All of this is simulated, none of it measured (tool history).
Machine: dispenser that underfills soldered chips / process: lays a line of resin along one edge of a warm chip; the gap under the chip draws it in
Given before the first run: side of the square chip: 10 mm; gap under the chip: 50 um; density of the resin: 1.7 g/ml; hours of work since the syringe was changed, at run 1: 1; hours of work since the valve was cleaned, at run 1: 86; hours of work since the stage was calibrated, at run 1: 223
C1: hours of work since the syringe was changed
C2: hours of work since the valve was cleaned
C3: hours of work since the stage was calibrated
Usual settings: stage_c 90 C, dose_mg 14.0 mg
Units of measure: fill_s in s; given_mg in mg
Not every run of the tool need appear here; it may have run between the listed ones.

run 1 hour=0.0 | stage_c=90 dose_mg=14.0 | C1=1 C2=86 C3=223 | fill_s=23.4 given_mg=12.95
run 2 hour=7.2 | stage_c=90 dose_mg=14.0 | C1=6 C2=90 C3=228 | fill_s=26.9 given_mg=12.91
-- hour=7.9 new syringe of resin
run 3 hour=15.3 | stage_c=102 dose_mg=14.0 | C1=5 C2=96 C3=233 | fill_s=18.8 given_mg=12.94
-- hour=17.0 new syringe of resin
run 4 hour=20.1 | stage_c=77 dose_mg=14.0 | C1=2 C2=99 C3=236 | fill_s=36.3 given_mg=12.86
-- hour=26.0 new syringe of resin
run 5 hour=28.7 | stage_c=90 dose_mg=14.0 | C1=2 C2=105 C3=242 | fill_s=23.9 given_mg=12.86
-- hour=35.4 new syringe of resin
run 6 hour=36.9 | stage_c=90 dose_mg=14.0 | C1=1 C2=110 C3=247 | fill_s=23.6 given_mg=12.66
run 7 hour=41.2 | stage_c=90 dose_mg=14.0 | C1=4 C2=113 C3=250 | fill_s=25.7 given_mg=12.68
-- hour=44.8 new syringe of resin
run 8 hour=49.3 | stage_c=90 dose_mg=14.0 | C1=3 C2=118 C3=256 | fill_s=25.4 given_mg=12.62
-- hour=53.9 new syringe of resin
run 9 hour=55.0 | stage_c=90 dose_mg=15.4 | C1=1 C2=122 C3=259 | fill_s=22.3 given_mg=13.79
run 10 hour=60.7 | stage_c=90 dose_mg=15.4 | C1=5 C2=126 C3=263 | fill_s=25.5 given_mg=13.83
-- hour=63.3 new syringe of resin
run 11 hour=67.2 | stage_c=90 dose_mg=15.4 | C1=3 C2=130 C3=267 | fill_s=25.2 given_mg=13.61
run 12 hour=71.3 | stage_c=90 dose_mg=15.4 | C1=6 C2=133 C3=270 | fill_s=27.8 given_mg=13.72
-- hour=72.5 new syringe of resin
run 13 hour=78.2 | stage_c=90 dose_mg=15.4 | C1=4 C2=137 C3=275 | fill_s=25.0 given_mg=13.66
-- hour=81.8 new syringe of resin
-- hour=82.8 dispensing valve cleaned and set on the balance
run 14 hour=84.6 | stage_c=77 dose_mg=14.0 | C1=1 C2=1 C3=278 | fill_s=35.9 given_mg=14.03
run 15 hour=91.1 | stage_c=77 dose_mg=13.8 | C1=6 C2=6 C3=283 | fill_s=42.4 given_mg=13.76
-- hour=92.1 new syringe of resin
run 16 hour=96.9 | stage_c=82 dose_mg=14.9 | C1=3 C2=9 C3=286 | fill_s=32.1 given_mg=14.74
-- hour=101.4 new syringe of resin
run 17 hour=101.4 | stage_c=82 dose_mg=14.9 | C1=0 C2=12 C3=289 | fill_s=29.2 given_mg=14.65
run 18 hour=105.2 | stage_c=101 dose_mg=16.7 | C1=3 C2=15 C3=292 | fill_s=17.3 given_mg=16.42
-- hour=110.6 new syringe of resin
run 19 hour=110.6 | stage_c=83 dose_mg=12.0 | C1=0 C2=18 C3=295 | fill_s=28.8 given_mg=11.63
run 20 hour=118.1 | stage_c=90 dose_mg=14.5 | C1=5 C2=24 C3=301 | fill_s=25.8 given_mg=14.07
-- hour=119.6 new syringe of resin
run 21 hour=123.9 | stage_c=93 dose_mg=16.5 | C1=3 C2=27 C3=304 | fill_s=22.7 given_mg=16.14
-- hour=128.9 new syringe of resin
run 22 hour=129.2 | stage_c=104 dose_mg=17.0 | C1=0 C2=31 C3=308 | fill_s=14.7 given_mg=16.68
run 23 hour=133.6 | stage_c=104 dose_mg=17.0 | C1=3 C2=34 C3=311 | fill_s=16.3 given_mg=16.43
-- hour=138.3 new syringe of resin
run 24 hour=139.7 | stage_c=104 dose_mg=17.0 | C1=1 C2=38 C3=315 | fill_s=14.4 given_mg=16.34
run 25 hour=146.6 | stage_c=94 dose_mg=16.1 | C1=6 C2=42 C3=319 | fill_s=23.9 given_mg=15.50
-- hour=147.5 new syringe of resin
run 26 hour=153.2 | stage_c=90 dose_mg=15.9 | C1=4 C2=47 C3=324 | fill_s=24.6 given_mg=15.29
-- hour=156.9 new syringe of resin
run 27 hour=160.0 | stage_c=81 dose_mg=14.0 | C1=2 C2=51 C3=328 | fill_s=31.2 given_mg=13.46
-- hour=166.0 new syringe of resin
run 28 hour=167.4 | stage_c=81 dose_mg=14.0 | C1=1 C2=56 C3=333 | fill_s=30.8 given_mg=13.31
run 29 hour=171.2 | stage_c=81 dose_mg=14.0 | C1=4 C2=59 C3=336 | fill_s=33.4 given_mg=13.22

Alternative continuations, all from the tool just after run 29; predict every row:
-- hour=175.0 new syringe of resin
run A hour=175.8 | stage_c=89 dose_mg=14.8 | C1=1 C2=62 C3=339 | fill_s=? given_mg=?
-- hour=175.0 new syringe of resin
run B hour=175.8 | stage_c=102 dose_mg=14.0 | C1=1 C2=62 C3=339 | fill_s=? given_mg=?
-- hour=175.0 new syringe of resin
run C hour=175.8 | stage_c=76 dose_mg=14.0 | C1=1 C2=62 C3=339 | fill_s=? given_mg=?
-- hour=175.0 new syringe of resin
run D hour=175.8 | stage_c=98 dose_mg=14.0 | C1=1 C2=62 C3=339 | fill_s=? given_mg=?
-- hour=175.0 new syringe of resin
run E hour=175.8 | stage_c=80 dose_mg=13.3 | C1=1 C2=62 C3=339 | fill_s=? given_mg=?

run=A fill_s=23.6 given_mg=14.00
run=B fill_s=15.4 given_mg=13.37
run=C fill_s=35.5 given_mg=13.20
run=D fill_s=17.4 given_mg=13.23
run=E fill_s=30.4 given_mg=12.49
Without the tool's unlogged condition, the same runs would have read:
run=A fill_s=25.2 given_mg=14.79
run=B fill_s=16.4 given_mg=14.13
run=C fill_s=38.2 given_mg=13.95
run=D fill_s=18.5 given_mg=13.98
run=E fill_s=32.6 given_mg=13.20
